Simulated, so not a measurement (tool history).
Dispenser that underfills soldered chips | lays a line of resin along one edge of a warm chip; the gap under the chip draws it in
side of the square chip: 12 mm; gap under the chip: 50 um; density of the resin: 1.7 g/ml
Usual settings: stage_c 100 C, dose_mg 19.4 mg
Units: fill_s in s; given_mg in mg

{"run": 1, "hour": 0.0, "stage_c": 100, "dose_mg": 19.4, "fill_s": 131.2, "given_mg": 19.35}
{"run": 2, "hour": 6.7, "stage_c": 93, "dose_mg": 19.4, "fill_s": 222.9, "given_mg": 19.3}
{"run": 3, "hour": 11.5, "stage_c": 93, "dose_mg": 19.4, "fill_s": 269.1, "given_mg": 19.29}
{"hour": 12.2, "done": "new syringe of resin"}
{"run": 4, "hour": 19.0, "stage_c": 100, "dose_mg": 19.4, "fill_s": 164.4, "given_mg": 19.11}
{"hour": 25.3, "done": "new syringe of resin"}
{"run": 5, "hour": 25.3, "stage_c": 100, "dose_mg": 19.4, "fill_s": 128.2, "given_mg": 19.14}
{"run": 6, "hour": 31.4, "stage_c": 100, "dose_mg": 19.4, "fill_s": 159.8, "given_mg": 18.81}
{"run": 7, "hour": 37.5, "stage_c": 100, "dose_mg": 19.4, "fill_s": 206.2, "given_mg": 19}
{"hour": 38.6, "done": "new syringe of resin"}
{"run": 8, "hour": 44.9, "stage_c": 100, "dose_mg": 19.4, "fill_s": 155.4, "given_mg": 18.86}

Forecast run 9:
{"run": 9, "hour": 51.1, "stage_c": 100, "dose_mg": 19.4, "fill_s": "?", "given_mg": "?"}

{"run 9": {"fill_s": 199.6, "given_mg": 18.95}}
Without the tool's hidden state the same run would have given fill_s 125.2 s, given_mg 19.44 mg.

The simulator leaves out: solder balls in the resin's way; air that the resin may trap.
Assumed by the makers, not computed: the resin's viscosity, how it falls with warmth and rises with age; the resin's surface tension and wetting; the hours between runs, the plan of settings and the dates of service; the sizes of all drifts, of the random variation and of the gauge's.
